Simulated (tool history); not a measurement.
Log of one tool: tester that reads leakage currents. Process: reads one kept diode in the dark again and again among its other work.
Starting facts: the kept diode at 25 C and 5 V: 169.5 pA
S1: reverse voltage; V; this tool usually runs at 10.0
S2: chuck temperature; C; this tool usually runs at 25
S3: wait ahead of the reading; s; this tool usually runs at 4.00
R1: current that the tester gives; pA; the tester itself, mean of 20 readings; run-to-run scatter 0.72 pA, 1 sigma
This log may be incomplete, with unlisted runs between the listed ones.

run 1 hour=0.0 | S1=10.0 S2=25 S3=4.00 | R1=237.54
run 2 hour=22.4 | S1=10.0 S2=25 S3=4.00 | R1=237.92
run 3 hour=50.6 | S1=10.0 S2=25 S3=4.00 | R1=238.31
run 4 hour=74.7 | S1=10.0 S2=25 S3=4.00 | R1=237.28
run 5 hour=107.5 | S1=10.0 S2=25 S3=4.00 | R1=238.75
run 6 hour=125.4 | S1=10.0 S2=25 S3=4.00 | R1=238.62
run 7 hour=140.2 | S1=10.0 S2=25 S3=4.00 | R1=238.71
run 8 hour=168.2 | S1=10.0 S2=25 S3=0.79 | R1=240.05
run 9 hour=187.5 | S1=10.0 S2=25 S3=4.00 | R1=238.84
run 10 hour=217.6 | S1=2.6 S2=25 S3=4.00 | R1=124.39
run 11 hour=244.7 | S1=2.6 S2=25 S3=4.00 | R1=123.60
run 12 hour=272.0 | S1=3.4 S2=25 S3=4.00 | R1=141.59
run 13 hour=304.1 | S1=10.0 S2=25 S3=4.00 | R1=237.57
run 14 hour=328.0 | S1=10.0 S2=25 S3=4.00 | R1=238.63
run 15 hour=346.7 | S1=10.0 S2=25 S3=4.21 | R1=239.36
run 16 hour=377.5 | S1=10.0 S2=25 S3=4.21 | R1=238.45
run 17 hour=397.6 | S1=10.0 S2=25 S3=4.21 | R1=237.84
-- hour=408.4 chuck's temperature calibrated
run 18 hour=429.4 | S1=10.0 S2=46 S3=4.00 | R1=1392.86
run 19 hour=456.8 | S1=10.0 S2=46 S3=4.00 | R1=1391.83
run 20 hour=478.9 | S1=4.8 S2=46 S3=4.00 | R1=978.94
run 21 hour=509.1 | S1=1.2 S2=47 S3=0.75 | R1=539.61
run 22 hour=533.6 | S1=1.2 S2=47 S3=0.75 | R1=539.07
run 23 hour=566.7 | S1=1.2 S2=47 S3=0.75 | R1=538.50
run 24 hour=586.6 | S1=1.1 S2=54 S3=4.00 | R1=884.87
run 25 hour=611.8 | S1=4.3 S2=23 S3=7.47 | R1=131.41
run 26 hour=639.2 | S1=10.5 S2=25 S3=9.92 | R1=243.88
run 27 hour=663.1 | S1=10.5 S2=21 S3=5.04 | R1=169.06
run 28 hour=685.6 | S1=10.5 S2=21 S3=5.04 | R1=169.00
run 29 hour=705.2 | S1=10.0 S2=25 S3=8.18 | R1=237.15
run 30 hour=738.0 | S1=10.0 S2=25 S3=8.18 | R1=237.85
run 31 hour=760.7 | S1=10.0 S2=51 S3=4.00 | R1=2054.08
run 32 hour=785.8 | S1=10.0 S2=51 S3=4.00 | R1=2056.28
run 33 hour=812.2 | S1=1.3 S2=25 S3=2.58 | R1=89.09
run 34 hour=837.4 | S1=7.2 S2=23 S3=4.14 | R1=169.60
run 35 hour=865.1 | S1=13.8 S2=30 S3=3.07 | R1=431.08
run 36 hour=897.5 | S1=13.8 S2=30 S3=3.07 | R1=432.94
run 37 hour=925.4 | S1=10.0 S2=57 S3=4.00 | R1=3230.81
run 38 hour=946.6 | S1=10.0 S2=57 S3=4.00 | R1=3213.98
run 39 hour=961.2 | S1=10.0 S2=57 S3=4.00 | R1=3210.48

Forecast each of these 4 alternatives for the next run:
run A hour=980.2 | S1=10.5 S2=54 S3=4.00 | R1=?
run B hour=980.2 | S1=17.5 S2=53 S3=4.00 | R1=?
run C hour=980.2 | S1=16.6 S2=24 S3=1.02 | R1=?
run D hour=980.2 | S1=8.2 S2=30 S3=4.00 | R1=?

run=A R1=2625.86
run=B R1=3113.01
run=C R1=280.85
run=D R1=337.47
What these runs would have given with no unlogged condition in the tool:
run=A R1=2625.76
run=B R1=3112.87
run=C R1=280.80
run=D R1=337.44
